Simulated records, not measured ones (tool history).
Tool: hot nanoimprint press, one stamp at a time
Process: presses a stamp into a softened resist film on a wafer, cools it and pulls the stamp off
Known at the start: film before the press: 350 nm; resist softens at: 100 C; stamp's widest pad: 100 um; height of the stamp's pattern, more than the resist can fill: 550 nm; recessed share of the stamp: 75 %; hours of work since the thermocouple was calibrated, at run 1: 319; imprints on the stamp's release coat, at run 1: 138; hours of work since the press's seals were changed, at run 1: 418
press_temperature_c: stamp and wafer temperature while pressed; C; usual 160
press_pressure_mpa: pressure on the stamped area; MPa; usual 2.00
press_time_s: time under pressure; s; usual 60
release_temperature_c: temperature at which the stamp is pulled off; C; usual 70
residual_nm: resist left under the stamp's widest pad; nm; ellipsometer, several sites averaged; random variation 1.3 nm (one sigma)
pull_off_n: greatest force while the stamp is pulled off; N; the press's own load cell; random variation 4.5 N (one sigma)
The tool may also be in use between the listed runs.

run,hour,press_temperature_c,press_pressure_mpa,press_time_s,release_temperature_c,hours of work since the thermocouple was calibrated,imprints on the stamp's release coat,hours of work since the press's seals were changed,residual_nm,pull_off_n
1,0.0,160,2.00,60,70,319,138,418,182.1,226
2,69.4,160,2.00,60,70,362,418,460,181.3,241
3,108.7,160,2.76,60,70,385,576,484,154.4,260
# hour 121.6: stamp cleaned and given a new release coat
# hour 156.3: press's hydraulic seals changed and the load cell set to zero
4,172.3,160,2.00,60,70,416,172,10,180.9,222
5,247.5,158,2.00,60,70,461,475,55,195.8,245
# hour 281.8: stamp cleaned and given a new release coat
6,333.2,160,1.42,60,70,510,207,104,207.9,227
7,399.6,160,1.42,60,70,550,475,144,208.1,238
# hour 440.9: stamp cleaned and given a new release coat
8,470.5,160,2.00,60,61,590,119,184,175.4,272
# hour 489.6: plate thermocouple calibrated
9,541.4,160,2.00,60,61,32,392,225,195.6,316
# hour 598.0: stamp cleaned and given a new release coat
10,626.7,160,2.00,60,61,80,116,274,192.2,287
11,670.2,160,2.00,60,61,106,291,300,191.2,297
12,723.5,160,2.00,60,61,139,506,332,189.5,325
# hour 754.0: stamp cleaned and given a new release coat
13,770.2,160,2.00,60,70,163,66,357,189.7,226
14,839.7,160,2.00,60,70,206,345,399,188.3,242
# hour 911.8: stamp cleaned and given a new release coat
15,928.0,155,3.12,104,66,256,65,450,159.3,249
# hour 1024.6: press's hydraulic seals changed and the load cell set to zero
16,1024.6,160,2.00,40,70,310,422,0,206.8,251
# hour 1073.0: stamp cleaned and given a new release coat
17,1099.1,160,2.87,86,61,351,105,42,134.4,289
18,1152.6,160,2.00,60,67,384,320,74,183.9,257
19,1208.8,160,2.00,60,67,418,547,108,182.3,270
# hour 1226.6: stamp cleaned and given a new release coat
20,1283.4,160,2.07,60,70,460,229,150,178.1,224
21,1322.8,160,2.07,60,70,484,388,174,178.6,243
22,1363.7,169,2.07,103,60,509,553,199,96.5,319
# hour 1382.1: stamp cleaned and given a new release coat
23,1443.2,169,2.99,117,60,554,246,244,73.8,292
24,1502.1,169,2.99,57,76,589,483,280,96.3,191
# hour 1516.9: plate thermocouple calibrated
# hour 1543.3: stamp cleaned and given a new release coat
25,1581.6,169,2.99,57,76,36,154,323,104.6,196
26,1671.6,166,2.00,60,70,91,517,377,144.9,256
# hour 1695.3: stamp cleaned and given a new release coat
27,1756.0,150,1.85,98,65,138,244,425,255.1,266
# hour 1847.9: stamp cleaned and given a new release coat
28,1854.7,167,2.66,98,76,195,28,481,95.6,184

4 ways to go on from here, each from the tool as it stands after run 28. What would each give?
# hour 1904.0: press's hydraulic seals changed and the load cell set to zero
A,1946.7,168,1.21,110,76,246,366,26,?,?
# hour 1904.0: press's hydraulic seals changed and the load cell set to zero
B,1946.7,167,3.06,111,76,246,366,26,?,?
# hour 1904.0: press's hydraulic seals changed and the load cell set to zero
C,1946.7,148,2.66,32,76,246,366,26,?,?
# hour 1904.0: press's hydraulic seals changed and the load cell set to zero
D,1946.7,167,2.66,95,76,246,366,26,?,?

run,residual_nm,pull_off_n
A,134.7,203
B,82.8,204
C,296.0,199
D,96.4,202
Without the tool's hidden state the same runs would have given:
run,residual_nm,pull_off_n
A,141.4,190
B,87.2,191
C,303.1,187
D,101.5,189
